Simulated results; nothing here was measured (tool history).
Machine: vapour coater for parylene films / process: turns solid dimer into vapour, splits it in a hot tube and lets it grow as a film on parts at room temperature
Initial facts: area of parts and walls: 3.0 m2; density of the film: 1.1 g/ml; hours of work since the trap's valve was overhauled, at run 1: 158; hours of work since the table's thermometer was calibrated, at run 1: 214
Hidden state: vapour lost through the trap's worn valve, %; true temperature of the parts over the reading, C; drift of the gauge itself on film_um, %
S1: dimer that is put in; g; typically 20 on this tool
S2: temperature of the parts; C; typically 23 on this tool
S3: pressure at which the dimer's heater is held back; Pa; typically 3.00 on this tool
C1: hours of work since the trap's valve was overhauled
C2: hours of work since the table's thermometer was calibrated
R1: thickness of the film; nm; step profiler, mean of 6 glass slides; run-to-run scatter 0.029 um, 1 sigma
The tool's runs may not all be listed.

run     day  S1  S2     S3   C1   C2    R1
  1   0.000  20  23   3.00  158  214  2870
  2   1.038  20  23   3.00  170  226  2890
  3   1.512  20  23   3.00  176  232  2820
  4   2.300  20  23   3.00  185  241  2850
  5   3.088  20  23   3.00  194  250  2830
  6   4.129  20  23   3.00  206  263  2840
      4.367  -- trap's valve overhauled
  7   5.408  20  23   3.00   12  276  2620
  8   6.396  20  23   3.00   24  287  2650
      6.821  -- trap's valve overhauled, once more
  9   7.512  19  23   5.53    8  298  2910
 10   8.192  11  32   9.33   16  306  1070
 11   8.804  11  32   3.16   23  314  1180
 12   9.875  13  18   2.21   36  326  2600
 13  10.612  13  18   2.21   45  335  2580
 14  11.596  20  30  10.16   56  346  2030
 15  12.225  19  24   3.00   63  354  2770
 16  12.858  19  24   3.00   71  361  2780

Had the tool no unlogged condition, and each run kept its random variation, what would the results have been?
run    R1
  1  3170
  2  3210
  3  3140
  4  3190
  5  3190
  6  3220
  7  3140
  8  3190
  9  2930
 10  1080
 11  1190
 12  2660
 13  2640
 14  2100
 15  2880
 16  2890
